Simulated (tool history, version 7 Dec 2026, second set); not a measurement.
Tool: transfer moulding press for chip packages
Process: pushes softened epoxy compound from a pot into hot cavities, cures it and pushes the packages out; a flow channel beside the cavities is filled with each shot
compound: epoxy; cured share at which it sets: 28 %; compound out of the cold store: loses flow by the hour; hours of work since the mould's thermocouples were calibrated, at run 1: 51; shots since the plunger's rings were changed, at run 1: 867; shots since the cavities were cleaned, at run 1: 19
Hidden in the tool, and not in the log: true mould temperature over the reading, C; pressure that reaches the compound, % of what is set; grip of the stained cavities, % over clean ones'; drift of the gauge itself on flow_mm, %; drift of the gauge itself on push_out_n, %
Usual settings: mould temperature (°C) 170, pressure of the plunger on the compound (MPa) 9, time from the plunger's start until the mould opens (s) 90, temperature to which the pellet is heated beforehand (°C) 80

run     day  mould temperature (°C)  pressure of the plunger on the compound (MPa)  time from the plunger's start until the mould opens (s)  temperature to which the pellet is heated beforehand (°C)  hours of work since the mould's thermocouples were calibrated  shots since the plunger's rings were changed  shots since the cavities were cleaned  incoming compound's hours out of the cold store  length that the compound runs in the flow channel (mm)  greatest force on the pins that push the packages out (N)
  1       0                     170                                              9                                                       90                                                         80                                                             51                                           867                                     19                                             27.3                                                     840                                                        313
  2   0.762                     170                                              9                                                       90                                                         80                                                             59                                          1043                                    195                                             33.8                                                     799                                                        395
  3   1.442                     170                                              9                                                       90                                                         80                                                             67                                          1200                                    352                                             41.5                                                     760                                                        457
      2.179  -- cavities cleaned with cleaning compound and waxed
  4   2.538                     170                                              9                                                       90                                                         80                                                             79                                          1439                                     83                                             26.1                                                     841                                                        365
  5   3.804                     170                                              9                                                       90                                                         80                                                             93                                          1732                                    376                                             22.4                                                     857                                                        469
      4.446  -- cavities cleaned with cleaning compound and waxed
  6   4.646                     170                                              9                                                       90                                                         80                                                            102                                          1912                                     46                                             38.4                                                     771                                                        339
  7   5.675                     173                                              9                                                       90                                                         80                                                            114                                          2150                                    284                                             28.7                                                     811                                                        401
      6.604  -- cavities cleaned with cleaning compound and waxed
  8   6.721                     173                                              9                                                       90                                                         80                                                            125                                          2377                                     26                                             35.1                                                     778                                                        316
  9   7.479                     167                                              9                                                       90                                                         80                                                            134                                          2552                                    201                                             40.6                                                     766                                                        457
      8.842  -- cavities cleaned with cleaning compound and waxed
 10   8.842                     167                                              9                                                       90                                                         80                                                            148                                          2854                                      0                                             42.6                                                     755                                                        347
 11   9.633                     170                                           7.76                                                       90                                                         80                                                            157                                          3036                                    182                                               37                                                     719                                                        388
 12  10.246                     163                                              9                                                       90                                                         80                                                            164                                          3178                                    324                                             36.7                                                     797                                                        642
     11.042  -- cavities cleaned with cleaning compound and waxed
 13  11.554                     163                                              9                                                       90                                                         80                                                            179                                          3467                                    119                                             41.9                                                     770                                                        519
 14  12.275                     163                                              9                                                       90                                                         80                                                            187                                          3633                                    285                                             26.4                                                     847                                                        687
     13.212  -- cavities cleaned with cleaning compound and waxed
 15  13.221                     172                                           7.06                                                       90                                                         80                                                            197                                          3837                                      2                                              8.3                                                     810                                                        308
 16   14.25                     170                                              9                                                       88                                                         86                                                            209                                          4075                                    240                                               31                                                     794                                                        431
 17  14.929                     170                                           9.02                                                       98                                                         86                                                            216                                          4233                                    398                                             23.6                                                     832                                                        462
       15.4  -- cavities cleaned with cleaning compound and waxed
 18  16.296                     170                                              9                                                       74                                                         80                                                            231                                          4534                                    208                                             45.2                                                     721                                                        522
     17.596  -- cavities cleaned with cleaning compound and waxed
 19  17.596                     172                                           8.19                                                      106                                                         80                                                            245                                          4820                                      0                                             19.2                                                     806                                                        277
 20  18.429                     167                                           8.53                                                       90                                                         80                                                            255                                          5012                                    192                                             20.8                                                     829                                                        494
 21  19.654                     170                                              9                                                       77                                                         88                                                            269                                          5296                                    476                                             43.7                                                     724                                                        608
     19.779  -- cavities cleaned with cleaning compound and waxed
     20.425  -- plunger's sealing rings changed
 22  21.108                     171                                            9.4                                                       90                                                         87                                                            283                                           159                                    284                                             15.2                                                     927                                                        442
     22.058  -- cavities cleaned with cleaning compound and waxed
 23  22.367                     171                                           10.4                                                       90                                                         87                                                            297                                           435                                     71                                               40                                                     827                                                        341
 24  23.129                     171                                           10.4                                                       93                                                         71                                                            306                                           611                                    247                                             42.9                                                     815                                                        414
     24.238  -- cavities cleaned with cleaning compound and waxed
 25  24.367                     171                                           10.4                                                       93                                                         71                                                            319                                           883                                     30                                             30.1                                                     882                                                        335
 26  25.154                     171                                           10.4                                                       93                                                         71                                                            328                                          1065                                    212                                             38.6                                                     834                                                        388
     26.425  -- cavities cleaned with cleaning compound and waxed
 27  26.525                     167                                          10.64                                                      101                                                         71                                                            343                                          1368                                     23                                             33.6                                                     883                                                        333
 28  27.529                     167                                          10.64                                                      101                                                         71                                                            354                                          1600                                    255                                               39                                                     850                                                        427

4 ways to go on from here, each from the tool as it stands after run 28. What would each give?
  A  28.088                     167                                          10.18                                                       89                                                         82                                                            361                                          1729                                    384                                             24.6                                                       ?                                                          ?
  B  28.088                     170                                          10.17                                                       90                                                         80                                                            361                                          1729                                    384                                             32.9                                                       ?                                                          ?
  C  28.088                     168                                          10.64                                                       92                                                         82                                                            361                                          1729                                    384                                               24                                                       ?                                                          ?
  D  28.088                     172                                           7.38                                                       90                                                         80                                                            361                                          1729                                    384                                             27.8                                                       ?                                                          ?

run  length that the compound runs in the flow channel (mm)  greatest force on the pins that push the packages out (N)
  A                                                     911                                                        561
  B                                                     855                                                        488
  C                                                     935                                                        525
  D                                                     743                                                        458
Without the tool's hidden state the same runs would have given:
run  length that the compound runs in the flow channel (mm)  greatest force on the pins that push the packages out (N)
  A                                                     923                                                        361
  B                                                     866                                                        316
  C                                                     947                                                        338
  D                                                     753                                                        299

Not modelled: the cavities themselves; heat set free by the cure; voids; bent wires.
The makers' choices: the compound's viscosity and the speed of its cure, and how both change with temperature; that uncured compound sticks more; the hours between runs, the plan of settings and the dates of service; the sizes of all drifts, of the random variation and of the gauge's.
